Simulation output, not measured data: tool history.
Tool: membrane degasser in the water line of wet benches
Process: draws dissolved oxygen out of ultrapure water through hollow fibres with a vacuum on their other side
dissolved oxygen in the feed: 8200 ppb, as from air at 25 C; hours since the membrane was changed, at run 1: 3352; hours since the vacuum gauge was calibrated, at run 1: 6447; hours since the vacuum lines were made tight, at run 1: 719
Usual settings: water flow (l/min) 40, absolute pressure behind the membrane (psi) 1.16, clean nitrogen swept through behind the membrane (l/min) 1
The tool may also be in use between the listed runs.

run	hour	water flow (l/min)	absolute pressure behind the membrane (psi)	clean nitrogen swept through behind the membrane (l/min)	hours since the membrane was changed	hours since the vacuum gauge was calibrated	hours since the vacuum lines were made tight	dissolved oxygen in the water behind the degasser (ppb)	pressure that the water loses in the fibres (psi)
1	0	40	1.16	1	3352	6447	719	381.4	3.78
2	57	40	1.16	1	3408	6504	775	394.7	3.775
3	189.7	40	1.16	1	3541	6637	908	384.6	3.777
4	324	25	1.16	1	3676	6771	1043	252.4	2.318
5	416	40	1.16	1	3768	6863	1134	381.2	3.754
6	533.3	40	1.16	1	3885	6981	1252	388.9	3.775
7	601.7	40	1.16	1	3953	7049	1320	379.9	3.767
8	700.7	40	1.16	1	4052	7148	1419	382.6	3.817
9	767.9	40	1.16	1	4119	7215	1486	377.5	3.791
10	853.8	40	1.16	1	4205	7301	1572	384.4	3.799
11	966.9	40	1.16	1	4318	7414	1685	381.8	3.832
# hour 1028.1: vacuum gauge calibrated
12	1099.3	43	1.16	1	4450	71	1817	412.4	4.025
13	1197.5	43	1.16	1	4549	169	1916	409.2	4.064
14	1317.1	35	1.197	0.86	4668	289	2035	401.8	3.287
15	1444.1	35	1.197	0.86	4795	416	2162	403.3	3.345
16	1552.6	53	1.197	0.86	4904	525	2271	553.6	4.965
17	1619.2	53	1.192	2.27	4970	591	2337	274.2	4.972
18	1687.2	59	1.668	0.61	5038	659	2405	1158.7	5.656
19	1767.9	40	2.313	2.21	5119	740	2486	504.4	3.803
20	1872	56	2.313	1.14	5223	844	2590	1088.1	5.262
21	1956.2	56	2.313	1.14	5307	928	2674	1106.5	5.288
22	2026.3	56	2.313	2.03	5377	998	2744	712.3	5.319
23	2101.1	50	2.313	0.61	5452	1073	2819	1501.6	4.722

4 ways to go on from here, each from the tool as it stands after run 23. What would each give?
A	2191.8	58	0.976	1.94	5543	1164	2910	?	?
B	2191.8	28	1.642	0.73	5543	1164	2910	?	?
C	2191.8	50	2.313	0.53	5543	1164	2910	?	?
D	2191.8	43	1.037	2.08	5543	1164	2910	?	?

run	dissolved oxygen in the water behind the degasser (ppb)	pressure that the water loses in the fibres (psi)
A	247.9	5.478
B	599.6	2.66
C	1641	4.743
D	193	4.057
Without the tool's hidden state the same runs would have given:
run	dissolved oxygen in the water behind the degasser (ppb)	pressure that the water loses in the fibres (psi)
A	247.7	5.472
B	599.5	2.659
C	1640.8	4.738
D	192.8	4.052

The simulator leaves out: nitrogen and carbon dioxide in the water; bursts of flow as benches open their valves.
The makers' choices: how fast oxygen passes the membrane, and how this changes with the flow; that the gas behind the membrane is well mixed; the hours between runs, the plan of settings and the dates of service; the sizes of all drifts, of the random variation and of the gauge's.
